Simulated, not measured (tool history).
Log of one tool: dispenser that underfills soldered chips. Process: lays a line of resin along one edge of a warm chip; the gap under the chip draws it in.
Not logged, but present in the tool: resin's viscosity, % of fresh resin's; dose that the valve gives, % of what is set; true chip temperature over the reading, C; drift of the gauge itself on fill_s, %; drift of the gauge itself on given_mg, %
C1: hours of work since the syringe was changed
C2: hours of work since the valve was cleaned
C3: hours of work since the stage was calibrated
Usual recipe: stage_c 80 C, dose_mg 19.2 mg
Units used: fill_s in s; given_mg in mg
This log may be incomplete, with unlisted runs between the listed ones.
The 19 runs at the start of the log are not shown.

{"day": 3.442, "done": "new syringe of resin"}
{"run": 20, "day": 3.55, "stage_c": 67, "dose_mg": 18.9, "C1": 2, "C2": 71, "C3": 193, "fill_s": 786.2, "given_mg": 17.88}
{"run": 21, "day": 3.808, "stage_c": 67, "dose_mg": 18.9, "C1": 5, "C2": 74, "C3": 197, "fill_s": 1095.6, "given_mg": 18.0}
{"day": 4.058, "done": "new syringe of resin"}
{"run": 22, "day": 4.058, "stage_c": 70, "dose_mg": 19.6, "C1": 0, "C2": 78, "C3": 200, "fill_s": 618.5, "given_mg": 18.42}
{"run": 23, "day": 4.267, "stage_c": 71, "dose_mg": 24.4, "C1": 3, "C2": 81, "C3": 203, "fill_s": 767.0, "given_mg": 23.17}
{"run": 24, "day": 4.483, "stage_c": 74, "dose_mg": 21.0, "C1": 6, "C2": 84, "C3": 206, "fill_s": 926.5, "given_mg": 19.92}
{"day": 4.688, "done": "new syringe of resin"}
{"run": 25, "day": 4.721, "stage_c": 86, "dose_mg": 19.8, "C1": 0, "C2": 87, "C3": 210, "fill_s": 379.2, "given_mg": 18.51}
{"run": 26, "day": 4.9, "stage_c": 93, "dose_mg": 18.3, "C1": 3, "C2": 90, "C3": 212, "fill_s": 391.8, "given_mg": 17.07}
{"run": 27, "day": 5.15, "stage_c": 85, "dose_mg": 18.5, "C1": 7, "C2": 94, "C3": 216, "fill_s": 701.1, "given_mg": 17.19}
{"day": 5.304, "done": "new syringe of resin"}
{"run": 28, "day": 5.35, "stage_c": 85, "dose_mg": 18.5, "C1": 1, "C2": 97, "C3": 219, "fill_s": 400.8, "given_mg": 17.23}
{"run": 29, "day": 5.538, "stage_c": 85, "dose_mg": 18.5, "C1": 3, "C2": 99, "C3": 222, "fill_s": 511.4, "given_mg": 17.26}
{"run": 30, "day": 5.683, "stage_c": 93, "dose_mg": 22.9, "C1": 6, "C2": 101, "C3": 224, "fill_s": 461.2, "given_mg": 21.37}
{"day": 5.925, "done": "new syringe of resin"}
{"run": 31, "day": 5.971, "stage_c": 93, "dose_mg": 22.9, "C1": 1, "C2": 106, "C3": 228, "fill_s": 303.1, "given_mg": 21.3}
{"run": 32, "day": 6.138, "stage_c": 93, "dose_mg": 22.9, "C1": 3, "C2": 108, "C3": 230, "fill_s": 377.3, "given_mg": 21.25}
{"run": 33, "day": 6.258, "stage_c": 69, "dose_mg": 17.0, "C1": 5, "C2": 110, "C3": 232, "fill_s": 1025.2, "given_mg": 15.75}
{"run": 34, "day": 6.475, "stage_c": 89, "dose_mg": 18.9, "C1": 8, "C2": 113, "C3": 235, "fill_s": 676.7, "given_mg": 17.45}
{"day": 6.533, "done": "new syringe of resin"}
{"run": 35, "day": 6.612, "stage_c": 72, "dose_mg": 19.5, "C1": 1, "C2": 115, "C3": 237, "fill_s": 625.7, "given_mg": 18.02}

3 options for the next run, each taken on its own from the tool as it stands now. Forecast them:
{"run": "A", "day": 6.762, "stage_c": 75, "dose_mg": 18.3, "C1": 3, "C2": 117, "C3": 239, "fill_s": "?", "given_mg": "?"}
{"run": "B", "day": 6.762, "stage_c": 91, "dose_mg": 20.1, "C1": 3, "C2": 117, "C3": 239, "fill_s": "?", "given_mg": "?"}
{"run": "C", "day": 6.762, "stage_c": 81, "dose_mg": 18.2, "C1": 3, "C2": 117, "C3": 239, "fill_s": "?", "given_mg": "?"}

run=A fill_s=714.1 given_mg=16.87
run=B fill_s=425.9 given_mg=18.54
run=C fill_s=589.4 given_mg=16.86
With no hidden state in the tool, these same runs would have given:
run=A fill_s=542.0 given_mg=18.29
run=B fill_s=324.7 given_mg=20.09
run=C fill_s=446.6 given_mg=18.27

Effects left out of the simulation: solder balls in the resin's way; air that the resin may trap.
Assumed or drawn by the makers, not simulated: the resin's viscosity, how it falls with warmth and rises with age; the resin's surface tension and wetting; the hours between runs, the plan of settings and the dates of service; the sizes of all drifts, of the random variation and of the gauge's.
